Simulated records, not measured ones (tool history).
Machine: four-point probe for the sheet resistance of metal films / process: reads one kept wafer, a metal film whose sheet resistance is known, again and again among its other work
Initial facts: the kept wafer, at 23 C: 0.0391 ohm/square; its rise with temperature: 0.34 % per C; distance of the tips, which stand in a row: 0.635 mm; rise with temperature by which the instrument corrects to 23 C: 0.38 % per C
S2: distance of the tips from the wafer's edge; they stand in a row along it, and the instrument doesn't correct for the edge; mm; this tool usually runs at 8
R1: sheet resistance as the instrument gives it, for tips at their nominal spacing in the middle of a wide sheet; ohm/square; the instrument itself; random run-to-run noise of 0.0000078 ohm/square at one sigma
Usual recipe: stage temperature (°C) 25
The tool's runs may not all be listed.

run 1 hour=0 | stage_temperature_(°C)=25 S2=8 | R1=0.0393
run 2 hour=27 | stage_temperature_(°C)=25 S2=8 | R1=0.039296
run 3 hour=58.5 | stage_temperature_(°C)=23 S2=8 | R1=0.039317
run 4 hour=84.9 | stage_temperature_(°C)=19 S2=8 | R1=0.039385
run 5 hour=123.2 | stage_temperature_(°C)=19 S2=8 | R1=0.039402
run 6 hour=147.4 | stage_temperature_(°C)=25 S2=10 | R1=0.039238
run 7 hour=168.1 | stage_temperature_(°C)=25 S2=10 | R1=0.03924
-- hour=182.9 stage's thermometer calibrated
run 8 hour=205 | stage_temperature_(°C)=25 S2=18 | R1=0.039131
run 9 hour=237.1 | stage_temperature_(°C)=19 S2=34 | R1=0.039205
run 10 hour=263.8 | stage_temperature_(°C)=19 S2=34 | R1=0.039204
run 11 hour=290.8 | stage_temperature_(°C)=32 S2=11 | R1=0.039052
run 12 hour=319.5 | stage_temperature_(°C)=23 S2=39 | R1=0.039125
run 13 hour=344.2 | stage_temperature_(°C)=20 S2=52 | R1=0.039154

Below are 5 alternative next runs, each starting from the tool's condition after run 13. Predict each:
run A hour=389.9 | stage_temperature_(°C)=19 S2=5 | R1=?
run B hour=389.9 | stage_temperature_(°C)=32 S2=34 | R1=?
run C hour=389.9 | stage_temperature_(°C)=25 S2=5 | R1=?
run D hour=389.9 | stage_temperature_(°C)=27 S2=62 | R1=?
run E hour=389.9 | stage_temperature_(°C)=33 S2=12 | R1=?

run=A R1=0.039526
run=B R1=0.038979
run=C R1=0.039423
run=D R1=0.039061
run=E R1=0.039012
Had the tool no hidden state, the same runs would have come out as:
run=A R1=0.039509
run=B R1=0.038962
run=C R1=0.039406
run=D R1=0.039044
run=E R1=0.038995
